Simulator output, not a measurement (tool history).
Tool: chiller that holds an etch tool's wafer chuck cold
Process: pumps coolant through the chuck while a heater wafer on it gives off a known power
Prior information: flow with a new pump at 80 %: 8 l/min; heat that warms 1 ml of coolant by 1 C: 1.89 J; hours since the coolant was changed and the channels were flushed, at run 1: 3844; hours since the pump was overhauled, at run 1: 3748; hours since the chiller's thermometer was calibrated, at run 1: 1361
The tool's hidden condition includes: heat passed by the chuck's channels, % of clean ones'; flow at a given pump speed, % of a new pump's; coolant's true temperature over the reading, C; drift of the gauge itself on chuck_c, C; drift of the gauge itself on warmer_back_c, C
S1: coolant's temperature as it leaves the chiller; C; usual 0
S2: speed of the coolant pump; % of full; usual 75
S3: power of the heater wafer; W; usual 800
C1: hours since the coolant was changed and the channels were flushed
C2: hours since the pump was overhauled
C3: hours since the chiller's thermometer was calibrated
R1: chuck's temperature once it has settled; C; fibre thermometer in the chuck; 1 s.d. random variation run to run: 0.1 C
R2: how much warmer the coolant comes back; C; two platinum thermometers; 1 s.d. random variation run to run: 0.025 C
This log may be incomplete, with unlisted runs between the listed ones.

{"run": 1, "hour": 0.0, "S1": 0, "S2": 75, "S3": 800, "C1": 3844, "C2": 3748, "C3": 1361, "R1": 10.7, "R2": 3.51}
{"run": 2, "hour": 83.7, "S1": 0, "S2": 75, "S3": 971, "C1": 3927, "C2": 3832, "C3": 1445, "R1": 13.3, "R2": 4.31}
{"run": 3, "hour": 158.9, "S1": 0, "S2": 75, "S3": 800, "C1": 4003, "C2": 3907, "C3": 1520, "R1": 10.8, "R2": 3.51}
{"run": 4, "hour": 202.9, "S1": 0, "S2": 75, "S3": 800, "C1": 4046, "C2": 3951, "C3": 1564, "R1": 10.8, "R2": 3.53}
{"run": 5, "hour": 253.3, "S1": 0, "S2": 75, "S3": 800, "C1": 4097, "C2": 4002, "C3": 1614, "R1": 10.9, "R2": 3.54}
{"run": 6, "hour": 299.7, "S1": 0, "S2": 75, "S3": 429, "C1": 4143, "C2": 4048, "C3": 1661, "R1": 5.9, "R2": 1.91}
{"run": 7, "hour": 395.1, "S1": 0, "S2": 75, "S3": 800, "C1": 4239, "C2": 4144, "C3": 1756, "R1": 11.0, "R2": 3.51}
{"run": 8, "hour": 480.8, "S1": 0, "S2": 75, "S3": 800, "C1": 4324, "C2": 4229, "C3": 1842, "R1": 10.9, "R2": 3.55}
{"run": 9, "hour": 525.7, "S1": 0, "S2": 75, "S3": 800, "C1": 4369, "C2": 4274, "C3": 1887, "R1": 11.0, "R2": 3.51}
{"run": 10, "hour": 604.7, "S1": 0, "S2": 75, "S3": 800, "C1": 4448, "C2": 4353, "C3": 1966, "R1": 11.0, "R2": 3.52}
{"run": 11, "hour": 673.5, "S1": 0, "S2": 75, "S3": 800, "C1": 4517, "C2": 4422, "C3": 2035, "R1": 11.0, "R2": 3.54}
{"run": 12, "hour": 723.7, "S1": 0, "S2": 75, "S3": 800, "C1": 4567, "C2": 4472, "C3": 2085, "R1": 11.1, "R2": 3.54}
{"run": 13, "hour": 813.5, "S1": 0, "S2": 75, "S3": 800, "C1": 4657, "C2": 4562, "C3": 2175, "R1": 10.9, "R2": 3.51}
{"run": 14, "hour": 863.0, "S1": -7, "S2": 75, "S3": 800, "C1": 4707, "C2": 4611, "C3": 2224, "R1": 4.0, "R2": 3.53}
{"run": 15, "hour": 918.3, "S1": -7, "S2": 75, "S3": 800, "C1": 4762, "C2": 4667, "C3": 2279, "R1": 4.3, "R2": 3.54}
{"run": 16, "hour": 1002.2, "S1": -7, "S2": 75, "S3": 726, "C1": 4846, "C2": 4751, "C3": 2363, "R1": 3.0, "R2": 3.2}
{"run": 17, "hour": 1070.0, "S1": -7, "S2": 75, "S3": 726, "C1": 4914, "C2": 4818, "C3": 2431, "R1": 3.1, "R2": 3.22}

Run 18 comes next. What will it give?
{"run": 18, "hour": 1153.3, "S1": -7, "S2": 75, "S3": 726, "C1": 4997, "C2": 4902, "C3": 2514, "R1": "?", "R2": "?"}

{"run 18": {"R1": 3.2, "R2": 3.24}}
If the tool had no hidden condition, the same run with the same run-to-run variation would have returned R1 2.4 C, R2 3.12 C.
